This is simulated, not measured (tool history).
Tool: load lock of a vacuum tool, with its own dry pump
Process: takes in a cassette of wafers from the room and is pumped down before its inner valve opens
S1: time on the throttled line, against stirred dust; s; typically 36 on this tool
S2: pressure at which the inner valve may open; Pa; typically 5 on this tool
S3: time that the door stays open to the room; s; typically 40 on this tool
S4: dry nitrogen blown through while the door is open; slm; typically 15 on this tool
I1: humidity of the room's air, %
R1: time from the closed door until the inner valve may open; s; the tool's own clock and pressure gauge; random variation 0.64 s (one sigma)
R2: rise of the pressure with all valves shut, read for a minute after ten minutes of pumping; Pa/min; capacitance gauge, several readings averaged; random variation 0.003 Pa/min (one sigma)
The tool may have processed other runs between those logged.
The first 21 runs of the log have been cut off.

{"run": 22, "hour": 7035.1, "S1": 36, "S2": 5, "S3": 40, "S4": 15, "I1": 45.3, "R1": 101.2, "R2": 0.322}
{"run": 23, "hour": 7346.8, "S1": 36, "S2": 5, "S3": 40, "S4": 15, "I1": 44.9, "R1": 102.7, "R2": 0.325}
{"run": 24, "hour": 7684.3, "S1": 36, "S2": 5, "S3": 88, "S4": 6, "I1": 46.3, "R1": 101.7, "R2": 0.391}
{"run": 25, "hour": 7975.3, "S1": 36, "S2": 5, "S3": 88, "S4": 6, "I1": 48.1, "R1": 102.6, "R2": 0.421}
{"run": 26, "hour": 8219.8, "S1": 36, "S2": 5, "S3": 88, "S4": 6, "I1": 46.5, "R1": 101.5, "R2": 0.43}
{"run": 27, "hour": 8505.5, "S1": 57, "S2": 5, "S3": 88, "S4": 6, "I1": 46.1, "R1": 115.1, "R2": 0.444}
{"run": 28, "hour": 8709.5, "S1": 53, "S2": 4, "S3": 88, "S4": 6, "I1": 47.3, "R1": 114.5, "R2": 0.464}
{"run": 29, "hour": 9052.3, "S1": 20, "S2": 4, "S3": 88, "S4": 5, "I1": 46.7, "R1": 93.4, "R2": 0.485}
{"run": 30, "hour": 9379.6, "S1": 36, "S2": 5, "S3": 40, "S4": 10, "I1": 46.4, "R1": 102.1, "R2": 0.48}
{"run": 31, "hour": 9656.9, "S1": 36, "S2": 5, "S3": 221, "S4": 15, "I1": 47.1, "R1": 101.9, "R2": 0.554}
{"run": 32, "hour": 9954.9, "S1": 36, "S2": 6, "S3": 79, "S4": 15, "I1": 44.3, "R1": 100.0, "R2": 0.537}
{"hour": 10154.2, "done": "dry pump taken out, an overhauled one fitted"}
{"run": 33, "hour": 10154.2, "S1": 29, "S2": 5, "S3": 72, "S4": 20, "I1": 44.8, "R1": 89.2, "R2": 0.555}
{"run": 34, "hour": 10531.4, "S1": 47, "S2": 5, "S3": 97, "S4": 17, "I1": 44.6, "R1": 101.4, "R2": 0.589}
{"hour": 10814.1, "done": "door's seal changed, seat wiped"}
{"run": 35, "hour": 10814.1, "S1": 68, "S2": 5, "S3": 46, "S4": 15, "I1": 43.9, "R1": 117.0, "R2": 0.031}
{"run": 36, "hour": 11003.5, "S1": 68, "S2": 5, "S3": 46, "S4": 15, "I1": 45.5, "R1": 117.7, "R2": 0.04}
{"run": 37, "hour": 11241.4, "S1": 33, "S2": 4, "S3": 52, "S4": 14, "I1": 45.5, "R1": 93.0, "R2": 0.04}

Predict each of these 3 candidate next runs independently; none follows another, all start after run 37:
{"run": "A", "hour": 11590.2, "S1": 36, "S2": 5, "S3": 199, "S4": 8, "I1": 44.2, "R1": "?", "R2": "?"}
{"run": "B", "hour": 11590.2, "S1": 33, "S2": 4, "S3": 71, "S4": 12, "I1": 45.9, "R1": "?", "R2": "?"}
{"run": "C", "hour": 11590.2, "S1": 33, "S2": 4, "S3": 78, "S4": 14, "I1": 47.6, "R1": "?", "R2": "?"}

run=A R1=93.6 R2=0.097
run=B R1=92.8 R2=0.064
run=C R1=93.1 R2=0.061
Had the tool no hidden state, the same runs would have come out as:
run=A R1=93.3 R2=0.084
run=B R1=92.4 R2=0.050
run=C R1=92.8 R2=0.048
